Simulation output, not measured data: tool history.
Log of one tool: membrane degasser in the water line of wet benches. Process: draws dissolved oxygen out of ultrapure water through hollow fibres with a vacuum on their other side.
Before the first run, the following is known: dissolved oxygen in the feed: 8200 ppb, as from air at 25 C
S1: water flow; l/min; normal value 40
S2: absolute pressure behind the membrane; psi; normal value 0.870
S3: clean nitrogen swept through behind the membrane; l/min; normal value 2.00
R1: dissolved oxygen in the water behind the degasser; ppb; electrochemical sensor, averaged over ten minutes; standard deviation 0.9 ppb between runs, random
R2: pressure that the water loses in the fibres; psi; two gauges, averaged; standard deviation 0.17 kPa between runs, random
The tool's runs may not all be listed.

| run | hour | S1 | S2 | S3 | R1 | R2 |
|---|---|---|---|---|---|---|
| 1 | 0.0 | 40 | 0.870 | 2.00 | 133.3 | 3.807 |
| 2 | 204.6 | 40 | 0.870 | 2.00 | 131.1 | 3.817 |
|  | 330.7 | vacuum gauge calibrated |
| 3 | 405.5 | 40 | 0.870 | 2.00 | 133.6 | 3.859 |
| 4 | 608.1 | 40 | 0.870 | 2.00 | 132.8 | 3.852 |
| 5 | 846.3 | 40 | 0.664 | 2.00 | 72.7 | 3.826 |
|  | 1050.3 | vacuum gauge calibrated, once more |
|  | 1052.3 | seals of the vacuum lines changed |
| 6 | 1053.3 | 40 | 0.870 | 2.00 | 130.7 | 3.855 |
| 7 | 1161.5 | 40 | 0.870 | 3.22 | 87.2 | 3.862 |
| 8 | 1288.2 | 40 | 0.870 | 3.22 | 87.9 | 3.859 |
| 9 | 1494.9 | 40 | 1.661 | 2.00 | 361.1 | 3.826 |
| 10 | 1612.1 | 40 | 1.269 | 2.00 | 246.7 | 3.830 |
| 11 | 1776.6 | 40 | 1.269 | 2.00 | 245.0 | 3.896 |
| 12 | 1895.0 | 40 | 1.269 | 2.00 | 248.2 | 3.829 |
| 13 | 2097.2 | 40 | 1.269 | 2.00 | 248.2 | 3.817 |
| 14 | 2226.5 | 40 | 0.870 | 2.89 | 95.8 | 3.886 |
| 15 | 2335.3 | 40 | 0.870 | 2.89 | 96.5 | 3.812 |
| 16 | 2536.0 | 27 | 1.323 | 2.89 | 131.3 | 2.580 |
| 17 | 2742.4 | 33 | 0.870 | 1.09 | 179.9 | 3.144 |
| 18 | 2978.1 | 44 | 1.433 | 1.26 | 469.6 | 4.277 |
| 19 | 3192.3 | 40 | 0.818 | 0.90 | 217.9 | 3.864 |
| 20 | 3340.4 | 40 | 0.818 | 0.90 | 220.3 | 3.858 |
| 21 | 3558.4 | 62 | 0.870 | 2.00 | 200.8 | 5.958 |
| 22 | 3741.2 | 62 | 0.870 | 2.00 | 200.5 | 6.032 |
| 23 | 3911.2 | 27 | 0.683 | 1.48 | 65.8 | 2.625 |
| 24 | 4059.5 | 39 | 2.070 | 4.77 | 219.7 | 3.814 |
| 25 | 4225.9 | 54 | 1.958 | 3.17 | 395.5 | 5.272 |
| 26 | 4406.3 | 54 | 1.958 | 3.17 | 398.3 | 5.259 |

4 options for the next run, each taken on its own from the tool as it stands now. Forecast them:
| A | 4524.2 | 48 | 1.642 | 2.04 | ? | ? |
| B | 4524.2 | 61 | 1.213 | 1.95 | ? | ? |
| C | 4524.2 | 25 | 0.577 | 3.17 | ? | ? |
| D | 4524.2 | 40 | 0.870 | 1.36 | ? | ? |

| run | R1 | R2 |
|---|---|---|
| A | 412.4 | 4.663 |
| B | 353.3 | 5.958 |
| C | 17.4 | 2.425 |
| D | 180.4 | 3.919 |
Stripped of hidden state, with their random variation kept, the same runs would have yielded:
| run | R1 | R2 |
|---|---|---|
| A | 406.2 | 4.376 |
| B | 344.3 | 5.593 |
| C | 15.6 | 2.277 |
| D | 174.9 | 3.681 |
